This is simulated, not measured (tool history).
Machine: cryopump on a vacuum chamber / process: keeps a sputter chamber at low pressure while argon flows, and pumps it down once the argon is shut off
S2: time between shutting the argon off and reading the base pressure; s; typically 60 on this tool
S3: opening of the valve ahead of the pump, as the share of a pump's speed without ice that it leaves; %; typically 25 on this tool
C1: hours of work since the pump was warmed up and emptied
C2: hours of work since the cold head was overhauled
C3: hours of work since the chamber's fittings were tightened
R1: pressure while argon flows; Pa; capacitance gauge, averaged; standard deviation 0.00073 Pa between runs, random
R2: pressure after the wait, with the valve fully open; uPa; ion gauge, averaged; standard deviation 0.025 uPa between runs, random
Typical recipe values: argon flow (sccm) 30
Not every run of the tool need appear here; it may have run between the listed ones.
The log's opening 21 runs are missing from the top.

{"run": 22, "hour": 749.9, "argon flow (sccm)": 30, "S2": 60, "S3": 48, "C1": 226, "C2": 1212, "C3": 713, "R1": 0.0779, "R2": 1.75}
{"run": 23, "hour": 772.7, "argon flow (sccm)": 19, "S2": 257, "S3": 20, "C1": 242, "C2": 1229, "C3": 730, "R1": 0.1111, "R2": 1.16}
{"run": 24, "hour": 818.8, "argon flow (sccm)": 23, "S2": 291, "S3": 20, "C1": 275, "C2": 1262, "C3": 763, "R1": 0.1352, "R2": 1.18}
{"run": 25, "hour": 841.7, "argon flow (sccm)": 54, "S2": 291, "S3": 20, "C1": 292, "C2": 1278, "C3": 779, "R1": 0.321, "R2": 1.23}
{"hour": 872.0, "done": "pump warmed up, emptied and cooled again"}
{"run": 26, "hour": 880.1, "argon flow (sccm)": 39, "S2": 96, "S3": 25, "C1": 6, "C2": 1302, "C3": 803, "R1": 0.174, "R2": 1.33}
{"run": 27, "hour": 920.6, "argon flow (sccm)": 14, "S2": 60, "S3": 20, "C1": 35, "C2": 1331, "C3": 832, "R1": 0.079, "R2": 1.69}
{"run": 28, "hour": 966.6, "argon flow (sccm)": 44, "S2": 24, "S3": 25, "C1": 68, "C2": 1364, "C3": 865, "R1": 0.2001, "R2": 2.86}
{"run": 29, "hour": 993.8, "argon flow (sccm)": 21, "S2": 65, "S3": 42, "C1": 87, "C2": 1384, "C3": 885, "R1": 0.0583, "R2": 1.73}
{"run": 30, "hour": 1039.4, "argon flow (sccm)": 30, "S2": 36, "S3": 52, "C1": 120, "C2": 1416, "C3": 917, "R1": 0.0687, "R2": 2.3}
{"run": 31, "hour": 1069.9, "argon flow (sccm)": 30, "S2": 75, "S3": 22, "C1": 142, "C2": 1438, "C3": 939, "R1": 0.1567, "R2": 1.68}
{"run": 32, "hour": 1095.3, "argon flow (sccm)": 30, "S2": 39, "S3": 52, "C1": 160, "C2": 1457, "C3": 958, "R1": 0.0703, "R2": 2.3}
{"run": 33, "hour": 1131.2, "argon flow (sccm)": 30, "S2": 39, "S3": 52, "C1": 186, "C2": 1482, "C3": 983, "R1": 0.0705, "R2": 2.28}
{"run": 34, "hour": 1165.4, "argon flow (sccm)": 30, "S2": 39, "S3": 52, "C1": 211, "C2": 1507, "C3": 1008, "R1": 0.0732, "R2": 2.38}

What if the next run were any one of these 4? Each begins from the tool's condition after run 34:
{"run": "A", "hour": 1197.5, "argon flow (sccm)": 30, "S2": 37, "S3": 42, "C1": 234, "C2": 1530, "C3": 1031, "R1": "?", "R2": "?"}
{"run": "B", "hour": 1197.5, "argon flow (sccm)": 18, "S2": 291, "S3": 52, "C1": 234, "C2": 1530, "C3": 1031, "R1": "?", "R2": "?"}
{"run": "C", "hour": 1197.5, "argon flow (sccm)": 23, "S2": 148, "S3": 52, "C1": 234, "C2": 1530, "C3": 1031, "R1": "?", "R2": "?"}
{"run": "D", "hour": 1197.5, "argon flow (sccm)": 28, "S2": 31, "S3": 25, "C1": 234, "C2": 1530, "C3": 1031, "R1": "?", "R2": "?"}

run=A R1=0.0879 R2=2.55
run=B R1=0.0435 R2=1.43
run=C R1=0.0559 R2=1.61
run=D R1=0.1338 R2=2.78
What these runs would have given with no unlogged condition in the tool:
run=A R1=0.0790 R2=1.46
run=B R1=0.0382 R2=0.36
run=C R1=0.0491 R2=0.50
run=D R1=0.1256 R2=1.68

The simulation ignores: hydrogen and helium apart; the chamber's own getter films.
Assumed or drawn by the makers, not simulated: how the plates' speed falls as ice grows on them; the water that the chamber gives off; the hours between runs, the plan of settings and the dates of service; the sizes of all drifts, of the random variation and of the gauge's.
